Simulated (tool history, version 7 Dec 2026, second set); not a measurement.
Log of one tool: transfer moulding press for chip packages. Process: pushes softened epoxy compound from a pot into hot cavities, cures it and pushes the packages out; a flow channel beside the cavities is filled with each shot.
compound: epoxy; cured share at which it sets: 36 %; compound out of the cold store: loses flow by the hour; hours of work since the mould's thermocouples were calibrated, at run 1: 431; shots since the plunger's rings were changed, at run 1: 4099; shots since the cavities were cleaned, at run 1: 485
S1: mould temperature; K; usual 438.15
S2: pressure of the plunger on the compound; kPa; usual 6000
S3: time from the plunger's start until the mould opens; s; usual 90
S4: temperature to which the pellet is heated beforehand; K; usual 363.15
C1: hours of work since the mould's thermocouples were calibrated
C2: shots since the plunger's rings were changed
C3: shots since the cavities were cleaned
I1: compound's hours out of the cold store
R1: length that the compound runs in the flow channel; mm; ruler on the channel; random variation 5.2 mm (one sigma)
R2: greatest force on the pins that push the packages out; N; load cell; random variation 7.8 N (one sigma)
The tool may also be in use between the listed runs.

run	hour	S1	S2	S3	S4	C1	C2	C3	I1	R1	R2
1	0	438.15	6000	90	363.15	431	4099	485	27.4	552	343
# hour 16.6: plunger's sealing rings changed
2	24.1	438.15	6000	90	363.15	444	85	728	16.6	582	349
# hour 62.7: cavities cleaned with cleaning compound and waxed
# hour 69.6: mould's thermocouples calibrated
3	69.8	438.15	6000	90	363.15	0	558	56	12.4	600	333
4	97	438.15	6000	90	363.15	16	865	363	31.3	545	323
5	131.6	438.15	6000	90	363.15	37	1253	751	40.3	521	332
# hour 168.6: cavities cleaned with cleaning compound and waxed
6	171	438.15	6000	90	363.15	59	1679	27	36.8	516	332
7	207.1	438.15	6000	90	363.15	80	2084	432	13	595	348
8	239.3	438.15	6000	90	363.15	99	2446	794	27.8	554	336
# hour 269.4: cavities cleaned with cleaning compound and waxed
9	280.9	438.15	6000	90	363.15	123	2896	129	13.9	588	339
10	326.5	438.15	6000	90	363.15	150	3409	642	24.8	563	351
11	352.2	438.15	6000	90	363.15	165	3697	930	44.3	508	318
# hour 370.9: cavities cleaned with cleaning compound and waxed
12	375.8	437.15	6000	126	363.15	178	3946	56	22.2	576	276
13	399.2	432.15	6000	120	363.15	192	4209	319	42.5	524	320
# hour 406.8: plunger's sealing rings changed
14	438.9	438.15	6690	99	355.15	214	361	737	46.1	530	307
# hour 475.1: cavities cleaned with cleaning compound and waxed
15	479.5	438.15	6690	99	355.15	237	800	49	17.8	603	312
16	522.8	438.15	6000	121	363.15	263	1287	536	14.7	585	269
17	562.6	441.15	4640	80	356.15	286	1733	982	44.2	439	346
# hour 577.4: cavities cleaned with cleaning compound and waxed
18	599.9	441.15	4640	80	356.15	308	2136	253	15.1	512	379
19	626.3	441.15	4640	80	356.15	323	2432	549	26.4	482	341

4 ways to go on from here, each from the tool as it stands after run 19. What would each give?
A	667.2	438.15	7090	90	363.15	347	2892	1009	9.2	?	?
B	667.2	441.15	6450	80	363.15	347	2892	1009	23.1	?	?
C	667.2	442.15	6000	89	356.15	347	2892	1009	21.6	?	?
D	667.2	438.15	7410	120	368.15	347	2892	1009	20.9	?	?

run	R1	R2
A	651	350
B	574	362
C	555	295
D	640	283
Without the tool's hidden state the same runs would have given:
run	R1	R2
A	652	347
B	574	360
C	555	293
D	640	281
